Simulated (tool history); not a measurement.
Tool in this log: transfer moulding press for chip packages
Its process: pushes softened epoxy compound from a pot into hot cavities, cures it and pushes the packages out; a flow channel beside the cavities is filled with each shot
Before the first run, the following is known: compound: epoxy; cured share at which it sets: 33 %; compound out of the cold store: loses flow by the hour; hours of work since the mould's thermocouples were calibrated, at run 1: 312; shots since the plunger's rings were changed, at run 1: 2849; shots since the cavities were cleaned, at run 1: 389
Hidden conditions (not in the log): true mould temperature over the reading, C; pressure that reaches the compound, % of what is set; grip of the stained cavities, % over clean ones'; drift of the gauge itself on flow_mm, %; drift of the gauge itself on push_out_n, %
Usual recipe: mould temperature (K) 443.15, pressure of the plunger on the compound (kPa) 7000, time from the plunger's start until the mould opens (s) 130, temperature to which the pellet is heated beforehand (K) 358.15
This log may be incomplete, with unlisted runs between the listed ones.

run   hour  mould temperature (K)  pressure of the plunger on the compound (kPa)  time from the plunger's start until the mould opens (s)  temperature to which the pellet is heated beforehand (K)  hours of work since the mould's thermocouples were calibrated  shots since the plunger's rings were changed  shots since the cavities were cleaned  incoming compound's hours out of the cold store  length that the compound runs in the flow channel (mm)  greatest force on the pins that push the packages out (N)
  1      0                 443.15                                           7000                                                      130                                                    358.15                                                            312                                          2849                                    389                                             45.5                                                     673                                                        261
  2   11.8                 443.15                                           7000                                                      130                                                    359.15                                                            319                                          2949                                    489                                             40.3                                                     688                                                        274
  3   30.5                 443.15                                           8220                                                      130                                                    358.15                                                            329                                          3110                                    650                                             30.7                                                     783                                                        299
        45  -- cavities cleaned with cleaning compound and waxed
  4   48.3                 443.15                                           8220                                                      130                                                    358.15                                                            339                                          3250                                     29                                             35.2                                                     771                                                        181
  5   59.9                 443.15                                           8220                                                      130                                                    358.15                                                            345                                          3350                                    129                                             28.3                                                     808                                                        204
  6   70.5                 443.15                                           8220                                                      130                                                    351.15                                                            351                                          3440                                    219                                             40.6                                                     743                                                        221
  7   89.1                 443.15                                           8220                                                      130                                                    348.15                                                            362                                          3600                                    379                                             26.8                                                     810                                                        251
  8   99.8                 439.15                                           7000                                                      130                                                    358.15                                                            368                                          3691                                    470                                             37.1                                                     708                                                        276
  9  120.8                 443.15                                           7000                                                      163                                                    358.15                                                            380                                          3872                                    651                                             21.9                                                     769                                                        277
     135.5  -- cavities cleaned with cleaning compound and waxed
 10  140.1                 443.15                                           7000                                                      163                                                    358.15                                                            391                                          4025                                     40                                             29.8                                                     738                                                        187
 11  153.8                 443.15                                           7000                                                      163                                                    358.15                                                            399                                          4142                                    157                                               40                                                     674                                                        210
 12  173.6                 443.15                                           7000                                                      130                                                    358.15                                                            410                                          4312                                    327                                                9                                                     826                                                        253
 13  188.3                 443.15                                           7000                                                      130                                                    358.15                                                            418                                          4438                                    453                                             43.5                                                     666                                                        263
     209.1  -- plunger's sealing rings changed
 14  215.1                 443.15                                           7000                                                      130                                                    358.15                                                            432                                            52                                    662                                             17.4                                                     815                                                        293
     230.1  -- cavities cleaned with cleaning compound and waxed
 15  230.4                 450.15                                           5290                                                      145                                                    361.15                                                            440                                           170                                      2                                             42.4                                                     611                                                        162
 16  242.2                 446.15                                           7000                                                      130                                                    360.15                                                            447                                           271                                    103                                             36.7                                                     719                                                        189
 17  264.8                 443.15                                           5940                                                      130                                                    352.15                                                            460                                           465                                    297                                             33.1                                                     685                                                        256
     268.1  -- mould's thermocouples calibrated
 18  289.4                 443.15                                           5940                                                      130                                                    352.15                                                             12                                           658                                    490                                             18.3                                                     747                                                        278
 19  310.2                 443.15                                           6290                                                      152                                                    352.15                                                             24                                           837                                    669                                             34.3                                                     698                                                        278
     323.9  -- cavities cleaned with cleaning compound and waxed
 20  330.9                 443.15                                           6290                                                      152                                                    352.15                                                             35                                          1002                                     60                                             20.3                                                     766                                                        188
 21  352.3                 443.15                                           6290                                                      152                                                    352.15                                                             48                                          1186                                    244                                             40.1                                                     667                                                        227
 22  365.6                 449.15                                           6620                                                      152                                                    352.15                                                             55                                          1300                                    358                                             47.3                                                     652                                                        240
 23  389.7                 443.15                                           7000                                                      164                                                    357.15                                                             69                                          1506                                    564                                               44                                                     691                                                        268
     410.2  -- mould's thermocouples calibrated, once more
 24  410.2                 436.15                                           7000                                                      130                                                    353.15                                                              0                                          1665                                    723                                             35.4                                                     738                                                        351
     416.1  -- cavities cleaned with cleaning compound and waxed
 25  424.4                 436.15                                           7000                                                      130                                                    353.15                                                              7                                          1774                                     71                                              8.2                                                     890                                                        246
 26  436.2                 440.15                                           7000                                                      150                                                    363.15                                                             14                                          1875                                    172                                             44.5                                                     698                                                        211

Forecast run 27:
 27   451                 440.15                                           7000                                                      150                                                    363.15                                                             23                                          2002                                    299                                               10                                                       ?                                                          ?

Run 27 gave length that the compound runs in the flow channel (mm) 876, greatest force on the pins that push the packages out (N) 245.
If the tool had no hidden condition, the same run with the same run-to-run variation would have returned length that the compound runs in the flow channel (mm) 899, greatest force on the pins that push the packages out (N) 168.
